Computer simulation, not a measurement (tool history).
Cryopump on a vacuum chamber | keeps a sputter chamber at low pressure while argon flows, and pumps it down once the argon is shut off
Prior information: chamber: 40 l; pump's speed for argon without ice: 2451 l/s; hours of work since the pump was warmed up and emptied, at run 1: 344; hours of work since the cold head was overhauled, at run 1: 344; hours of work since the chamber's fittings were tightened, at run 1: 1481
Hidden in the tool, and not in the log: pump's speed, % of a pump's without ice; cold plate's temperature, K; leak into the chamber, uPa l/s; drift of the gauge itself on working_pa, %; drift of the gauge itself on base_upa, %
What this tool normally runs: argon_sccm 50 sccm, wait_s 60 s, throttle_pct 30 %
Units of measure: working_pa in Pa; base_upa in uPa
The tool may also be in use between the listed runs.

run,hour,argon_sccm,wait_s,throttle_pct,hours of work since the pump was warmed up and emptied,hours of work since the cold head was overhauled,hours of work since the chamber's fittings were tightened,working_pa,base_upa
1,0.0,50,60,30,344,344,1481,0.1173,0.71
2,12.2,50,60,30,350,350,1486,0.1171,0.69
3,23.6,50,60,30,355,355,1492,0.1181,0.72
4,45.2,50,60,16,365,365,1501,0.2178,0.72
5,57.9,50,60,16,370,370,1507,0.2177,0.71
6,76.9,50,60,16,379,379,1516,0.2185,0.76
7,87.4,50,60,16,384,384,1520,0.2191,0.76
8,105.3,50,60,16,392,392,1528,0.2195,0.75
9,114.4,50,60,16,396,396,1532,0.2174,0.74
10,125.3,50,60,16,401,401,1537,0.2187,0.69
11,145.3,50,60,30,410,410,1546,0.1184,0.71
12,166.5,50,60,30,419,419,1556,0.1185,0.73
13,182.7,50,60,30,427,427,1563,0.1184,0.75
14,200.4,50,60,30,435,435,1571,0.1191,0.74
15,210.8,34,254,23,439,439,1576,0.1056,0.38
16,224.2,34,254,23,445,445,1582,0.1046,0.40
17,235.3,34,254,23,450,450,1587,0.1047,0.38
18,253.4,78,254,30,459,459,1595,0.1860,0.41
19,262.6,57,146,30,463,463,1599,0.1356,0.42
20,284.5,21,87,23,473,473,1609,0.0648,0.60
21,300.5,21,87,23,480,480,1616,0.0649,0.58
22,314.5,21,87,23,486,486,1623,0.0643,0.58
23,334.5,21,87,23,495,495,1632,0.0650,0.63
24,345.2,21,87,23,500,500,1637,0.0651,0.59

Difference, measured minus no-hidden-state, one row per run. Run-to-run variation is common to both terms; the gauge's own scatter need not be:
run,working_pa,base_upa
1,+0.0028,+0.15
2,+0.0030,+0.15
3,+0.0030,+0.15
4,+0.0031,+0.15
5,+0.0031,+0.16
6,+0.0032,+0.16
7,+0.0033,+0.16
8,+0.0033,+0.17
9,+0.0033,+0.16
10,+0.0033,+0.16
11,+0.0034,+0.16
12,+0.0035,+0.17
13,+0.0036,+0.16
14,+0.0036,+0.17
15,+0.0025,+0.16
16,+0.0025,+0.16
17,+0.0026,+0.17
18,+0.0060,+0.17
19,+0.0044,+0.16
20,+0.0017,+0.17
21,+0.0017,+0.18
22,+0.0017,+0.17
23,+0.0017,+0.18
24,+0.0018,+0.17

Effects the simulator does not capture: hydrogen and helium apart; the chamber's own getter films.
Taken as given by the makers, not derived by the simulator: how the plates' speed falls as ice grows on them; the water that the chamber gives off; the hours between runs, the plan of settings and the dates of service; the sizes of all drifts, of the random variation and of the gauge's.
